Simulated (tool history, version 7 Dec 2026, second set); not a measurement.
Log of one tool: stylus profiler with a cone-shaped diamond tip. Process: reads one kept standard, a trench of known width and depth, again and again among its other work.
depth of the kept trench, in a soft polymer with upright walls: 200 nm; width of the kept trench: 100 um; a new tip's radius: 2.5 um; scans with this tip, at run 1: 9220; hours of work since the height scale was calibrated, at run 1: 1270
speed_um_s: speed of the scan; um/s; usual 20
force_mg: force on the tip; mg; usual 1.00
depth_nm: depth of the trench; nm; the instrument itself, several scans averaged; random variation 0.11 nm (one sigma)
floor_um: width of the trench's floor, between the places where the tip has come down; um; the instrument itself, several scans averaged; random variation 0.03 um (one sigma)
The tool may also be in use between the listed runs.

run    hour  speed_um_s  force_mg  scans with this tip  hours of work since the height scale was calibrated  depth_nm  floor_um
  1     0.0          20      1.00                 9220                                                 1270    202.54     97.38
  2    57.3          20      1.00                 9408                                                 1295    202.89     97.46
  3   112.1          20      1.00                 9588                                                 1320    202.98     97.45
  4   148.5          16      1.00                 9708                                                 1337    203.02     97.39
  5   222.8          16      1.00                 9952                                                 1370    202.78     97.38
  6   264.7          20      1.00                10090                                                 1389    202.71     97.41
  7   323.4          20      1.00                10283                                                 1416    203.03     97.43
  8   360.9          20      1.00                10406                                                 1433    202.93     97.39
  9   414.4          20      1.00                10582                                                 1457    202.96     97.38
 10   469.5          20      1.00                10763                                                 1482    202.83     97.37
 11   537.0          20      1.00                10985                                                 1513    202.84     97.34
 12   576.9          20      1.06                11116                                                 1531    203.21     97.31
 13   612.8          10      1.75                11234                                                 1547    203.73     97.35
      617.3  -- height scale calibrated on a step standard
 14   685.9          10      1.75                11472                                                   31    204.19     97.33
 15   735.2          32      1.21                11634                                                   53    204.07     97.25
 16   777.0          78      1.21                11772                                                   72    203.91     97.05
 17   838.1          41      0.61                11972                                                  100    203.11     97.16
 18   892.6          20      1.31                12151                                                  125    204.04     97.27
 19   939.3           6      0.49                12305                                                  146    203.02     97.32
      960.6  -- height scale calibrated on a step standard, once more
 20  1015.2          36      0.71                12553                                                   25    201.34     97.16
 21  1061.8          70      0.44                12706                                                   46    200.97     96.94
 22  1130.7           5      0.49                12932                                                   77    201.08     97.36
 23  1189.5           5      0.49                13125                                                  104    200.82     97.23
 24  1247.5           5      0.49                13316                                                  130    201.24     97.30

Forecast each of these 4 alternatives for the next run:
  A  1289.5          69      0.75                13454                                                  149         ?         ?
  B  1289.5           5      0.49                13454                                                  149         ?         ?
  C  1289.5          31      0.45                13454                                                  149         ?         ?
  D  1289.5           5      1.38                13454                                                  149         ?         ?

run  depth_nm  floor_um
  A    201.65     96.99
  B    201.19     97.27
  C    201.07     97.19
  D    202.11     97.31
Without the tool's hidden state the same runs would have given:
run  depth_nm  floor_um
  A    201.49     97.72
  B    201.03     98.00
  C    200.91     97.92
  D    201.95     98.05

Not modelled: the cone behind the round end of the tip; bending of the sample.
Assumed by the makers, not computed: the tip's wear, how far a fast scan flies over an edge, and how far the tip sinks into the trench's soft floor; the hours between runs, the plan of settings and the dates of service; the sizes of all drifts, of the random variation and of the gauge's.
